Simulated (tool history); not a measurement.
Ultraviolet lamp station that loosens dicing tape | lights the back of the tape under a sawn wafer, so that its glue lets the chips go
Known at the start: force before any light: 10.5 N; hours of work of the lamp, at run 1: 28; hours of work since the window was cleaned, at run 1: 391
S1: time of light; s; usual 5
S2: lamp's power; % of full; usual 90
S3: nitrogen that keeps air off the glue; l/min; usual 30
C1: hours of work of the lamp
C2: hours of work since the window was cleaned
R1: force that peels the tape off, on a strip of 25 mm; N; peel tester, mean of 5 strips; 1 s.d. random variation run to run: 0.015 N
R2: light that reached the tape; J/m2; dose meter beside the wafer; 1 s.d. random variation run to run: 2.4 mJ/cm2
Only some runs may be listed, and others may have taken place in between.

Run 1, hour 0: usual settings; C1 28; C2 391. Result: R1 1.016 N, R2 2320 J/m2.
Run 2, hour 7.9: usual settings; C1 34; C2 396. Result: R1 1.015 N, R2 2280 J/m2.
Run 3, hour 16.3: usual settings but S3 14 l/min; C1 39; C2 401. Result: R1 1.57 N, R2 2300 J/m2.
Run 4, hour 29.6: usual settings; C1 48; C2 410. Result: R1 0.995 N, R2 2200 J/m2.
Run 5, hour 39: usual settings; C1 54; C2 416. Result: R1 0.972 N, R2 2230 J/m2.
Run 6, hour 48.4: usual settings; C1 60; C2 423. Result: R1 1.042 N, R2 2210 J/m2.
Run 7, hour 63.7: usual settings; C1 70; C2 433. Result: R1 1.045 N, R2 2230 J/m2.
Run 8, hour 79.9: usual settings; C1 81; C2 443. Result: R1 1.083 N, R2 2220 J/m2.
Run 9, hour 93.5: usual settings; C1 90; C2 452. Result: R1 1.02 N, R2 2230 J/m2.
Run 10, hour 102.6: usual settings; C1 96; C2 458. Result: R1 1.04 N, R2 2160 J/m2.
Run 11, hour 119.8: usual settings; C1 107; C2 470. Result: R1 1.066 N, R2 2170 J/m2.
Run 12, hour 137.7: usual settings; C1 119; C2 482. Result: R1 1.086 N, R2 2150 J/m2.
Run 13, hour 149.3: usual settings but S2 83 % of full; C1 127; C2 489. Result: R1 1.292 N, R2 1960 J/m2.
Run 14, hour 157.9: usual settings; C1 133; C2 495. Result: R1 1.109 N, R2 2140 J/m2.
Run 15, hour 172.4: usual settings; C1 142; C2 504. Result: R1 1.109 N, R2 2160 J/m2.
Run 16, hour 189.5: usual settings but S3 12 l/min; C1 153; C2 516. Result: R1 1.885 N, R2 2090 J/m2.
Run 17, hour 207.5: usual settings but S2 67 % of full, S3 27 l/min; C1 165; C2 528. Result: R1 2.102 N, R2 1580 J/m2.
Run 18, hour 223.9: usual settings but S1 4 s, S3 45 l/min; C1 176; C2 538. Result: R1 1.444 N, R2 1710 J/m2.
Run 19, hour 237.8: usual settings but S1 3 s, S2 77 % of full, S3 26 l/min; C1 185; C2 548. Result: R1 3.526 N, R2 1100 J/m2.
Run 20, hour 253.9: usual settings but S1 3 s, S2 77 % of full, S3 26 l/min; C1 196; C2 558. Result: R1 3.48 N, R2 1090 J/m2.
Run 21, hour 262.3: usual settings but S3 34 l/min; C1 201; C2 564. Result: R1 1.13 N, R2 2100 J/m2.
Run 22, hour 275.8: usual settings but S1 4 s, S3 47 l/min; C1 210; C2 573. Result: R1 1.436 N, R2 1690 J/m2.
Run 23, hour 285.1: usual settings but S1 4 s, S3 47 l/min; C1 216; C2 579. Result: R1 1.434 N, R2 1620 J/m2.
Run 24, hour 295.7: usual settings but S1 4 s, S2 100 % of full, S3 26 l/min; C1 223; C2 586. Result: R1 1.596 N, R2 1820 J/m2.
Run 25, hour 308.8: usual settings but S2 65 % of full, S3 10 l/min; C1 232; C2 594. Result: R1 3.275 N, R2 1500 J/m2.
Run 26, hour 317.7: usual settings; C1 238; C2 600. Result: R1 1.236 N, R2 2050 J/m2.
Run 27, hour 325.5: usual settings; C1 243; C2 605. Result: R1 1.246 N, R2 2070 J/m2.
Run 28, hour 334.4: usual settings but S1 9 s, S2 64 % of full, S3 9 l/min; C1 249; C2 611. Result: R1 1.599 N, R2 2600 J/m2.
Run 29, hour 349.7: usual settings but S1 9 s, S2 64 % of full, S3 9 l/min; C1 259; C2 621. Result: R1 1.573 N, R2 2610 J/m2.
Run 30, hour 363.2: usual settings but S1 9 s, S2 64 % of full, S3 9 l/min; C1 268; C2 630. Result: R1 1.505 N, R2 2570 J/m2.
Run 31, hour 381: usual settings but S1 9 s, S2 73 % of full, S3 9 l/min; C1 280; C2 642. Result: R1 1.226 N, R2 2940 J/m2.

The same runs without the tool's hidden state, with the same run-to-run variation:
Unlogged tool condition in this case: lamp's light, % of a new lamp's; light that the window lets through, % of a clean one's; drift of the gauge itself on peel_n, %; drift of the gauge itself on dose_mj_cm2, %.
run     R1    R2
  1  0.752  2640
  2  0.747  2610
  3  1.204  2630
  4  0.722  2540
  5    0.7  2570
  6  0.749  2560
  7   0.74  2600
  8  0.763  2590
  9  0.711  2620
 10   0.72  2550
 11  0.728  2580
 12  0.735  2560
 13  0.888  2350
 14  0.743  2570
 15  0.738  2600
 16  1.337  2540
 17  1.496  1920
 18  0.957  2090
 19  2.745  1350
 20  2.693  1340
 21  0.696  2590
 22  0.925  2090
 23  0.916  2030
 24  1.029  2280
 25  2.453  1880
 26  0.744  2590
 27  0.754  2610
 28  0.994  3300
 29  0.971  3310
 30  0.919  3280
 31  0.708  3780
